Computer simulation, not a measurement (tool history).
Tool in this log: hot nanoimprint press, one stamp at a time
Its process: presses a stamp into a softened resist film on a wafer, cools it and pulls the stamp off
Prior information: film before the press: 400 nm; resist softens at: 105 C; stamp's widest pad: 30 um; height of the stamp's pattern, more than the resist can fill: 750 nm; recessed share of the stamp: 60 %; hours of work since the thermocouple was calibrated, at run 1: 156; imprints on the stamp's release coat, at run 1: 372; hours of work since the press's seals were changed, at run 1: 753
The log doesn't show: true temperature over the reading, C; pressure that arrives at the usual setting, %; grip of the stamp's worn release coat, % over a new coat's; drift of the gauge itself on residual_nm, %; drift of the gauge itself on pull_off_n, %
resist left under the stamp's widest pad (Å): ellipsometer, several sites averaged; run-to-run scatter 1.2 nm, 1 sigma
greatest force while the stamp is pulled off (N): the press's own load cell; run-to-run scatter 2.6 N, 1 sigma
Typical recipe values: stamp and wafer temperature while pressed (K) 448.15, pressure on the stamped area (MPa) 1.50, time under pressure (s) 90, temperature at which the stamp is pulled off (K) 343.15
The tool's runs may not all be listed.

| run | hour | stamp and wafer temperature while pressed (K) | pressure on the stamped area (MPa) | time under pressure (s) | temperature at which the stamp is pulled off (K) | hours of work since the thermocouple was calibrated | imprints on the stamp's release coat | hours of work since the press's seals were changed | resist left under the stamp's widest pad (Å) | greatest force while the stamp is pulled off (N) |
|---|---|---|---|---|---|---|---|---|---|---|
| 1 | 0.0 | 448.15 | 1.50 | 90 | 343.15 | 156 | 372 | 753 | 1853 | 131 |
| 2 | 30.8 | 448.15 | 1.50 | 90 | 343.15 | 171 | 485 | 768 | 1851 | 137 |
| 3 | 52.4 | 438.15 | 1.50 | 90 | 343.15 | 181 | 564 | 778 | 2523 | 138 |
| 4 | 79.7 | 448.15 | 1.50 | 90 | 343.15 | 195 | 664 | 791 | 1831 | 138 |
| 5 | 111.5 | 448.15 | 1.50 | 90 | 343.15 | 210 | 780 | 807 | 1849 | 141 |
| 6 | 144.4 | 448.15 | 1.79 | 90 | 343.15 | 226 | 900 | 823 | 1702 | 142 |
| 7 | 166.8 | 448.15 | 1.50 | 90 | 349.15 | 237 | 982 | 834 | 1854 | 128 |
| 8 | 186.2 | 448.15 | 1.50 | 90 | 343.15 | 246 | 1053 | 843 | 1864 | 149 |
| 9 | 210.7 | 448.15 | 1.50 | 90 | 343.15 | 258 | 1143 | 855 | 1847 | 153 |
| 10 | 231.8 | 448.15 | 1.50 | 90 | 343.15 | 269 | 1220 | 866 | 1851 | 157 |
|  | 243.6 | stamp cleaned and given a new release coat |
| 11 | 258.1 | 448.15 | 1.50 | 90 | 343.15 | 278 | 53 | 875 | 1839 | 119 |
|  | 290.9 | plate thermocouple calibrated |
| 12 | 299.2 | 448.15 | 1.50 | 90 | 343.15 | 4 | 192 | 894 | 1802 | 115 |
| 13 | 329.8 | 448.15 | 1.50 | 90 | 343.15 | 19 | 304 | 909 | 1839 | 124 |
| 14 | 358.3 | 448.15 | 1.50 | 90 | 343.15 | 33 | 408 | 923 | 1833 | 129 |
| 15 | 400.8 | 448.15 | 1.50 | 90 | 343.15 | 54 | 564 | 943 | 1807 | 131 |
| 16 | 444.4 | 446.15 | 1.34 | 75 | 343.15 | 75 | 723 | 965 | 2137 | 140 |
| 17 | 470.4 | 458.15 | 1.15 | 89 | 339.15 | 87 | 818 | 977 | 1553 | 158 |
| 18 | 501.6 | 458.15 | 1.15 | 89 | 339.15 | 103 | 932 | 992 | 1527 | 162 |
| 19 | 522.7 | 458.15 | 1.15 | 89 | 339.15 | 113 | 1009 | 1003 | 1560 | 165 |
| 20 | 555.3 | 458.15 | 1.15 | 65 | 347.15 | 129 | 1128 | 1019 | 1726 | 137 |
|  | 591.2 | stamp cleaned and given a new release coat |
| 21 | 599.5 | 444.15 | 1.50 | 174 | 343.15 | 147 | 30 | 1037 | 1663 | 118 |
| 22 | 634.7 | 444.15 | 1.50 | 174 | 343.15 | 164 | 159 | 1054 | 1648 | 120 |
| 23 | 653.4 | 444.15 | 1.50 | 174 | 343.15 | 173 | 227 | 1063 | 1669 | 133 |
| 24 | 673.2 | 444.15 | 1.50 | 174 | 343.15 | 183 | 299 | 1073 | 1652 | 127 |
| 25 | 713.7 | 441.15 | 1.50 | 54 | 343.15 | 203 | 448 | 1093 | 2676 | 131 |
| 26 | 750.3 | 441.15 | 1.50 | 54 | 343.15 | 221 | 581 | 1111 | 2671 | 138 |
| 27 | 784.8 | 450.15 | 1.50 | 54 | 347.15 | 237 | 707 | 1127 | 2074 | 126 |
| 28 | 807.8 | 448.15 | 1.50 | 166 | 340.15 | 249 | 792 | 1139 | 1461 | 154 |
| 29 | 826.9 | 445.15 | 1.50 | 90 | 332.15 | 258 | 861 | 1148 | 2048 | 190 |

Entry by entry between the runs, the difference in hidden state between the last listed run before and the first listed run after:
Logged between run 10 and run 11: stamp cleaned and given a new release coat (hour 243.6)
  true temperature over the reading, C: -0.6 -> -0.62; pressure that arrives at the usual setting, %: 96.36 -> 96.32; grip of the stamp's worn release coat, % over a new coat's: 29.4 -> 1.2
  measured less the result without the state, resist left under the stamp's widest pad (Å): +68 -> +68; greatest force while the stamp is pulled off (N): +38 -> +3
Logged between run 11 and run 12: plate thermocouple calibrated (hour 290.9)
  true temperature over the reading, C: -0.62 -> 0.08; pressure that arrives at the usual setting, %: 96.32 -> 96.25; grip of the stamp's worn release coat, % over a new coat's: 1.2 -> 4.4
  measured less the result without the state, resist left under the stamp's widest pad (Å): +68 -> +29; greatest force while the stamp is pulled off (N): +3 -> +4
Logged between run 20 and run 21: stamp cleaned and given a new release coat (hour 591.2)
  true temperature over the reading, C: -0.14 -> -0.17; pressure that arrives at the usual setting, %: 95.74 -> 95.66; grip of the stamp's worn release coat, % over a new coat's: 27.1 -> 0.7
  measured less the result without the state, resist left under the stamp's widest pad (Å): +35 -> +47; greatest force while the stamp is pulled off (N): +29 -> +2

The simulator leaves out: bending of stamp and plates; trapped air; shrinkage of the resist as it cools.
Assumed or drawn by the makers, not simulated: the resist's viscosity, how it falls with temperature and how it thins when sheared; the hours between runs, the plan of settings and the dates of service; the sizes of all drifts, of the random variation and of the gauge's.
